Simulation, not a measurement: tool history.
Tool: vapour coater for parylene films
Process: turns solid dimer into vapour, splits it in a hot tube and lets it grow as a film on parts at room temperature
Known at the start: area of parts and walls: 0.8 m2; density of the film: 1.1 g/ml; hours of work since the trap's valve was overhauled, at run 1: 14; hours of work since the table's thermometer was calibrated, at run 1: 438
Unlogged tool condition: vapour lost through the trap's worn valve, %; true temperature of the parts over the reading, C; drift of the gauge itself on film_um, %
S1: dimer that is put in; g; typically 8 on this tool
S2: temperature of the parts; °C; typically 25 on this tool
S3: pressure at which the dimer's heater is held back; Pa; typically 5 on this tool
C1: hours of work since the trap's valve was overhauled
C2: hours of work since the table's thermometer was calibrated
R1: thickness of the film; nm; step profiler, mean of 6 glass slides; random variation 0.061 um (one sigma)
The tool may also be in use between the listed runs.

| run | hour | S1 | S2 | S3 | C1 | C2 | R1 |
|---|---|---|---|---|---|---|---|
| 1 | 0 | 8 | 25 | 5 | 14 | 438 | 7120 |
| 2 | 24.5 | 8 | 25 | 5 | 27 | 451 | 6990 |
| 3 | 51.1 | 8 | 25 | 5 | 40 | 465 | 6980 |
| 4 | 80.1 | 8 | 25 | 5 | 55 | 480 | 6920 |
| 5 | 114.8 | 8 | 25 | 5 | 73 | 498 | 7000 |
| 6 | 147.7 | 8 | 25 | 5 | 90 | 515 | 6820 |
|  | 150.7 | table's thermometer calibrated |
| 7 | 184.3 | 4 | 19 | 5 | 109 | 17 | 3820 |
| 8 | 209 | 5 | 27 | 3.85 | 122 | 30 | 4200 |
| 9 | 230 | 5 | 37 | 3.85 | 133 | 41 | 3340 |
| 10 | 262.3 | 10 | 23 | 5 | 149 | 58 | 8520 |
| 11 | 293.2 | 8 | 24 | 4.6 | 165 | 74 | 6770 |

Alternative continuations, all from the tool just after run 11; predict every row:
| A | 312.8 | 8 | 36 | 5 | 176 | 84 | ? |
| B | 312.8 | 14 | 24 | 5 | 176 | 84 | ? |
| C | 312.8 | 8 | 17 | 2.96 | 176 | 84 | ? |
| D | 312.8 | 5 | 26 | 8.93 | 176 | 84 | ? |
| E | 312.8 | 6 | 30 | 7.07 | 176 | 84 | ? |

| run | R1 |
|---|---|
| A | 5030 |
| B | 11560 |
| C | 8140 |
| D | 3490 |
| E | 4060 |
Had the tool no hidden state, the same runs would have come out as:
| run | R1 |
|---|---|
| A | 5630 |
| B | 12920 |
| C | 8930 |
| D | 3900 |
| E | 4540 |

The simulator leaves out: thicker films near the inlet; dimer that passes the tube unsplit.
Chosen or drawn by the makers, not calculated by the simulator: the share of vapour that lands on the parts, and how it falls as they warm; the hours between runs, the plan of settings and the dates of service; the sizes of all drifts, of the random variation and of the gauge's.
